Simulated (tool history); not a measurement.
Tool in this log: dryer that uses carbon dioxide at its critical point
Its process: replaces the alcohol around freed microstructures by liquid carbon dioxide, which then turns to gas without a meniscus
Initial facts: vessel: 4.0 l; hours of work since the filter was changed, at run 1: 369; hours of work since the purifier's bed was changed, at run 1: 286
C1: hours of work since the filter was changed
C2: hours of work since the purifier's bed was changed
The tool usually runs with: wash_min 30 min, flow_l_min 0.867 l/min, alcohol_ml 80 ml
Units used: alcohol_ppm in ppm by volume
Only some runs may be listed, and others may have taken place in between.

Run 1, hour 0.0: usual settings; C1 369; C2 286. Result: alcohol_ppm 161 ppm by volume.
Run 2, hour 10.5: usual settings; C1 377; C2 293. Result: alcohol_ppm 167 ppm by volume.
Run 3, hour 15.7: usual settings; C1 380; C2 297. Result: alcohol_ppm 169 ppm by volume.
Run 4, hour 27.2: usual settings; C1 389; C2 305. Result: alcohol_ppm 162 ppm by volume.
Run 5, hour 37.5: usual settings but alcohol_ml 54 ml; C1 396; C2 312. Result: alcohol_ppm 113 ppm by volume.
Run 6, hour 48.3: usual settings; C1 404; C2 320. Result: alcohol_ppm 164 ppm by volume.
Run 7, hour 58.2: usual settings; C1 411; C2 327. Result: alcohol_ppm 167 ppm by volume.
Run 8, hour 69.3: usual settings; C1 419; C2 335. Result: alcohol_ppm 160 ppm by volume.
Run 9, hour 78.5: usual settings; C1 426; C2 342. Result: alcohol_ppm 165 ppm by volume.
Run 10, hour 84.0: usual settings but alcohol_ml 32 ml; C1 430; C2 346. Result: alcohol_ppm 86 ppm by volume.
Run 11, hour 92.8: usual settings but alcohol_ml 32 ml; C1 436; C2 352. Result: alcohol_ppm 83 ppm by volume.
Run 12, hour 104.6: usual settings but alcohol_ml 32 ml; C1 444; C2 361. Result: alcohol_ppm 85 ppm by volume.
Run 13, hour 110.4: usual settings but alcohol_ml 38 ml; C1 449; C2 365. Result: alcohol_ppm 99 ppm by volume.
Run 14, hour 115.5: usual settings but alcohol_ml 62 ml; C1 452; C2 369. Result: alcohol_ppm 131 ppm by volume.
Run 15, hour 123.8: usual settings but alcohol_ml 62 ml; C1 458; C2 375. Result: alcohol_ppm 140 ppm by volume.
Run 16, hour 135.4: usual settings; C1 467; C2 383. Result: alcohol_ppm 171 ppm by volume.
Run 17, hour 146.8: usual settings; C1 475; C2 391. Result: alcohol_ppm 178 ppm by volume.
Run 18, hour 155.2: usual settings but flow_l_min 0.698 l/min; C1 481; C2 397. Result: alcohol_ppm 420 ppm by volume.
Run 19, hour 161.0: usual settings but flow_l_min 0.698 l/min; C1 485; C2 401. Result: alcohol_ppm 416 ppm by volume.
Run 20, hour 172.3: usual settings but alcohol_ml 35 ml; C1 493; C2 409. Result: alcohol_ppm 95 ppm by volume.
Run 21, hour 183.7: usual settings but alcohol_ml 35 ml; C1 501; C2 418. Result: alcohol_ppm 94 ppm by volume.
Run 22, hour 189.2: usual settings; C1 505; C2 422. Result: alcohol_ppm 184 ppm by volume.
At hour 191.2: inlet filter changed.
Run 23, hour 198.0: usual settings; C1 5; C2 427. Result: alcohol_ppm 125 ppm by volume.
Run 24, hour 203.5: usual settings; C1 9; C2 431. Result: alcohol_ppm 136 ppm by volume.
Run 25, hour 210.9: usual settings but flow_l_min 1.460 l/min, alcohol_ml 72 ml; C1 14; C2 436. Result: alcohol_ppm 37 ppm by volume.
Run 26, hour 218.3: usual settings but flow_l_min 1.460 l/min, alcohol_ml 72 ml; C1 19; C2 442. Result: alcohol_ppm 28 ppm by volume.
Run 27, hour 229.0: usual settings but wash_min 31 min, flow_l_min 0.633 l/min, alcohol_ml 63 ml; C1 27; C2 449. Result: alcohol_ppm 319 ppm by volume.
Run 28, hour 236.4: usual settings but wash_min 31 min, flow_l_min 0.633 l/min, alcohol_ml 63 ml; C1 32; C2 455. Result: alcohol_ppm 327 ppm by volume.
Run 29, hour 242.8: usual settings but wash_min 25 min, flow_l_min 0.863 l/min, alcohol_ml 118 ml; C1 37; C2 459. Result: alcohol_ppm 418 ppm by volume.
Run 30, hour 252.6: usual settings but wash_min 39 min, flow_l_min 1.252 l/min, alcohol_ml 33 ml; C1 44; C2 466. Result: alcohol_ppm 29 ppm by volume.
Run 31, hour 259.6: usual settings but wash_min 25 min, flow_l_min 1.310 l/min, alcohol_ml 33 ml; C1 49; C2 471. Result: alcohol_ppm 42 ppm by volume.
Run 32, hour 266.1: usual settings but wash_min 31 min, flow_l_min 0.624 l/min, alcohol_ml 78 ml; C1 54; C2 476. Result: alcohol_ppm 442 ppm by volume.
Run 33, hour 273.1: usual settings but wash_min 31 min, flow_l_min 0.624 l/min, alcohol_ml 78 ml; C1 59; C2 481. Result: alcohol_ppm 433 ppm by volume.
Run 34, hour 281.3: usual settings but alcohol_ml 43 ml; C1 65; C2 487. Result: alcohol_ppm 90 ppm by volume.
Run 35, hour 291.6: usual settings but alcohol_ml 43 ml; C1 72; C2 494. Result: alcohol_ppm 93 ppm by volume.
Run 36, hour 303.3: usual settings but wash_min 34 min, flow_l_min 0.816 l/min, alcohol_ml 75 ml; C1 81; C2 503. Result: alcohol_ppm 102 ppm by volume.
Run 37, hour 311.6: usual settings but wash_min 20 min, flow_l_min 0.889 l/min, alcohol_ml 97 ml; C1 87; C2 509. Result: alcohol_ppm 743 ppm by volume.
Run 38, hour 318.8: usual settings but flow_l_min 0.586 l/min; C1 92; C2 514. Result: alcohol_ppm 627 ppm by volume.
Run 39, hour 328.1: usual settings but wash_min 22 min, alcohol_ml 82 ml; C1 98; C2 521. Result: alcohol_ppm 484 ppm by volume.
Run 40, hour 335.6: usual settings but wash_min 22 min, alcohol_ml 82 ml; C1 104; C2 526. Result: alcohol_ppm 485 ppm by volume.
Run 41, hour 343.6: usual settings but wash_min 22 min, alcohol_ml 82 ml; C1 110; C2 532. Result: alcohol_ppm 487 ppm by volume.
Run 42, hour 350.1: usual settings but wash_min 44 min, flow_l_min 0.541 l/min, alcohol_ml 67 ml; C1 114; C2 536. Result: alcohol_ppm 176 ppm by volume.
Run 43, hour 359.9: usual settings but wash_min 34 min, flow_l_min 0.746 l/min; C1 121; C2 544. Result: alcohol_ppm 165 ppm by volume.
Run 44, hour 364.8: usual settings but wash_min 23 min, flow_l_min 1.016 l/min, alcohol_ml 57 ml; C1 125; C2 547. Result: alcohol_ppm 180 ppm by volume.
Run 45, hour 374.5: usual settings but wash_min 23 min, flow_l_min 1.016 l/min, alcohol_ml 57 ml; C1 132; C2 554. Result: alcohol_ppm 182 ppm by volume.
Run 46, hour 385.6: usual settings but wash_min 26 min, flow_l_min 0.870 l/min, alcohol_ml 53 ml; C1 140; C2 562. Result: alcohol_ppm 175 ppm by volume.
Run 47, hour 395.2: usual settings but flow_l_min 0.542 l/min, alcohol_ml 38 ml; C1 147; C2 569. Result: alcohol_ppm 401 ppm by volume.

Consider 4 possible next runs. They are alternatives, not a sequence: every one starts from the tool as it was left by run 47. What does each give?
Run A, hour 401.2: usual settings but wash_min 46 min, flow_l_min 0.685 l/min, alcohol_ml 26 ml; C1 151; C2 573. Result: alcohol_ppm ?.
Run B, hour 401.2: usual settings but wash_min 38 min, alcohol_ml 47 ml; C1 151; C2 573. Result: alcohol_ppm ?.
Run C, hour 401.2: usual settings but wash_min 47 min, flow_l_min 0.833 l/min, alcohol_ml 51 ml; C1 151; C2 573. Result: alcohol_ppm ?.
Run D, hour 401.2: usual settings but flow_l_min 1.102 l/min, alcohol_ml 28 ml; C1 151; C2 573. Result: alcohol_ppm ?.

run  alcohol_ppm
  A           51
  B           45
  C           41
  D           50
Without the tool's unlogged condition, the same runs would have read:
run  alcohol_ppm
  A           19
  B           13
  C           10
  D           19

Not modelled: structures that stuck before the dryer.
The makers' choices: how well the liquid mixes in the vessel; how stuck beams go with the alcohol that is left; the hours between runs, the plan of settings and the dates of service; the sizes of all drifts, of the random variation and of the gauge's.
